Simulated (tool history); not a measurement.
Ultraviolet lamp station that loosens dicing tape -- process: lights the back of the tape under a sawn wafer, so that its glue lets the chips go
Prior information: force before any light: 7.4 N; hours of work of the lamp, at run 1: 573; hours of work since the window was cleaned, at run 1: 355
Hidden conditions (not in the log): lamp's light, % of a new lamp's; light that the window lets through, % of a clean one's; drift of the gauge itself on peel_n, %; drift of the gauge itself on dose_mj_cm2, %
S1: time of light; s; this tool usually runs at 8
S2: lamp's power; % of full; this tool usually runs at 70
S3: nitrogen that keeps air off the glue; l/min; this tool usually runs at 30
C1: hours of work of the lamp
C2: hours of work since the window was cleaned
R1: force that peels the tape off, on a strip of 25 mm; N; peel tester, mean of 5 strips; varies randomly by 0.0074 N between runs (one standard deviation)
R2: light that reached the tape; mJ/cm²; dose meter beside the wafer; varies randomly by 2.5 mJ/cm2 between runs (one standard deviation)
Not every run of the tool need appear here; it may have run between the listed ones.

run	hour	S1	S2	S3	C1	C2	R1	R2
1	0.0	8	70	30	573	355	0.638	214
2	14.1	8	70	30	583	365	0.650	211
3	29.4	8	70	30	594	376	0.646	210
4	50.4	8	70	30	609	391	0.686	205
5	61.8	8	70	30	617	399	0.676	209
6	81.6	8	77	30	631	413	0.572	222
7	105.6	8	77	30	648	430	0.597	223
8	132.0	8	77	29	666	448	0.615	217
9	147.0	8	77	29	677	459	0.676	216
10	166.8	8	77	29	691	473	0.645	213
11	178.3	8	77	29	699	481	0.684	212
12	192.6	10	88	55	709	491	0.234	298
13	205.7	4	76	30	718	500	2.132	105

The next listed run, before its measurement:
14	226.9	11	76	19	734	515	?	?

{"run 14": {"R1": 0.457, "R2": 278}}
Without the tool's hidden state the same run would have given R1 0.153 N, R2 469 mJ/cm².
